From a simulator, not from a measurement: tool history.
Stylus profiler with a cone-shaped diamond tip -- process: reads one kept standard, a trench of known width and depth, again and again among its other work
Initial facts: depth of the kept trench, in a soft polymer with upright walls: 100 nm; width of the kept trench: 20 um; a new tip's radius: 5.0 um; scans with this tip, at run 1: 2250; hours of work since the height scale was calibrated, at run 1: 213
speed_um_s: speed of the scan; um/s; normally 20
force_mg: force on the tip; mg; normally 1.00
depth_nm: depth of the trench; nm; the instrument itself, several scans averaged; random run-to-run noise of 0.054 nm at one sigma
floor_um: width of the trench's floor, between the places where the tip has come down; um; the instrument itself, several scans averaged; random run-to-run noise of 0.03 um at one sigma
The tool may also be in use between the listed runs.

| run | hour | speed_um_s | force_mg | scans with this tip | hours of work since the height scale was calibrated | depth_nm | floor_um |
|---|---|---|---|---|---|---|---|
| 1 | 0.0 | 20 | 1.00 | 2250 | 213 | 100.80 | 17.51 |
| 2 | 14.4 | 20 | 1.00 | 2360 | 223 | 100.89 | 17.50 |
| 3 | 24.6 | 71 | 1.00 | 2437 | 230 | 100.72 | 17.21 |
| 4 | 43.1 | 75 | 1.00 | 2577 | 244 | 100.78 | 17.18 |
| 5 | 54.7 | 20 | 1.00 | 2665 | 252 | 100.66 | 17.41 |
| 6 | 64.5 | 20 | 2.15 | 2740 | 259 | 101.45 | 17.44 |
| 7 | 83.1 | 20 | 1.10 | 2880 | 272 | 100.83 | 17.44 |
| 8 | 97.2 | 20 | 1.10 | 2988 | 282 | 100.84 | 17.43 |
| 9 | 111.9 | 20 | 1.00 | 3099 | 293 | 100.72 | 17.36 |
| 10 | 126.9 | 20 | 0.57 | 3213 | 304 | 100.50 | 17.35 |
| 11 | 141.8 | 12 | 1.00 | 3326 | 314 | 100.71 | 17.35 |
| 12 | 156.8 | 20 | 1.00 | 3439 | 325 | 100.70 | 17.36 |
| 13 | 169.4 | 20 | 1.00 | 3535 | 334 | 100.74 | 17.37 |
| 14 | 179.0 | 20 | 1.00 | 3608 | 341 | 100.74 | 17.31 |
| 15 | 196.7 | 20 | 1.00 | 3742 | 354 | 100.67 | 17.28 |
| 16 | 210.5 | 20 | 1.00 | 3847 | 364 | 100.61 | 17.25 |
| 17 | 221.2 | 20 | 1.00 | 3928 | 371 | 100.69 | 17.27 |
| 18 | 240.0 | 20 | 0.94 | 4070 | 385 | 100.68 | 17.28 |
| 19 | 257.5 | 20 | 0.94 | 4204 | 397 | 100.67 | 17.20 |
| 20 | 276.8 | 20 | 0.94 | 4350 | 411 | 100.60 | 17.26 |
| 21 | 293.8 | 20 | 0.94 | 4479 | 423 | 100.63 | 17.22 |
| 22 | 303.2 | 20 | 0.94 | 4550 | 430 | 100.63 | 17.22 |
| 23 | 321.5 | 20 | 0.94 | 4689 | 443 | 100.61 | 17.17 |
| 24 | 332.8 | 21 | 0.54 | 4774 | 451 | 100.34 | 17.09 |
| 25 | 349.2 | 21 | 1.30 | 4899 | 463 | 100.80 | 17.16 |
| 26 | 359.0 | 12 | 0.44 | 4973 | 470 | 100.26 | 17.19 |
| 27 | 377.0 | 9 | 1.07 | 5110 | 483 | 100.59 | 17.19 |
| 28 | 390.7 | 9 | 1.07 | 5214 | 493 | 100.59 | 17.20 |
| 29 | 398.9 | 9 | 0.37 | 5275 | 499 | 100.24 | 17.18 |
| 30 | 410.6 | 12 | 0.41 | 5364 | 507 | 100.34 | 17.11 |
| 31 | 421.5 | 9 | 1.00 | 5447 | 515 | 100.69 | 17.12 |
| 32 | 437.6 | 9 | 1.00 | 5569 | 526 | 100.76 | 17.11 |
| 33 | 449.0 | 10 | 1.19 | 5656 | 534 | 100.77 | 17.12 |

The next listed run, before its measurement:
|  | 450.9 | height scale calibrated on a step standard |
| 34 | 466.9 | 8 | 0.77 | 5787 | 11 | ? | ? |

{"run 34": {"depth_nm": 100.51, "floor_um": 17.13}}
If the tool had no hidden condition, the same run with the same run-to-run variation would have returned depth_nm 100.81 nm, floor_um 17.98 um.
